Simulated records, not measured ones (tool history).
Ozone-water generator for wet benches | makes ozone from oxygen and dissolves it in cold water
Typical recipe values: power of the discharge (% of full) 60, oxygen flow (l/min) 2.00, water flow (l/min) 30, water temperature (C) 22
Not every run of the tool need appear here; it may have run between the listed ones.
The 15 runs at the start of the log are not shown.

run,hour,power of the discharge (% of full),oxygen flow (l/min),water flow (l/min),water temperature (C),hours of work since the electrodes were changed,hours of work since the contactor was cleaned,hours of work since the thermometer was calibrated,dissolved ozone (ppm),ozone in the gas ahead of the water (g/m3)
16,323.7,77,2.00,30,22,1098,4826,4185,9.3,213.2
17,339.9,77,2.00,30,22,1112,4841,4199,9.3,213.0
18,366.2,77,2.00,30,22,1135,4864,4223,9.5,214.1
19,393.5,82,3.18,30,24,1160,4888,4247,10.9,180.4
20,406.6,82,3.18,30,24,1171,4900,4258,11.0,179.4
21,422.1,60,1.31,46,22,1185,4914,4272,4.2,219.4
22,448.1,45,1.31,30,14,1208,4937,4295,5.5,177.2
23,468.6,60,2.00,30,20,1226,4955,4313,8.0,178.2

Run 24 is up next; what results do you expect?
24,482.3,60,2.71,38,20,1239,4967,4326,?,?

dissolved ozone (ppm): 7.1
ozone in the gas ahead of the water (g/m3): 154.5
Take away the tool's hidden state, keep the run-to-run variation as it was, and the same run would have given dissolved ozone (ppm) 7.1, ozone in the gas ahead of the water (g/m3) 154.5.

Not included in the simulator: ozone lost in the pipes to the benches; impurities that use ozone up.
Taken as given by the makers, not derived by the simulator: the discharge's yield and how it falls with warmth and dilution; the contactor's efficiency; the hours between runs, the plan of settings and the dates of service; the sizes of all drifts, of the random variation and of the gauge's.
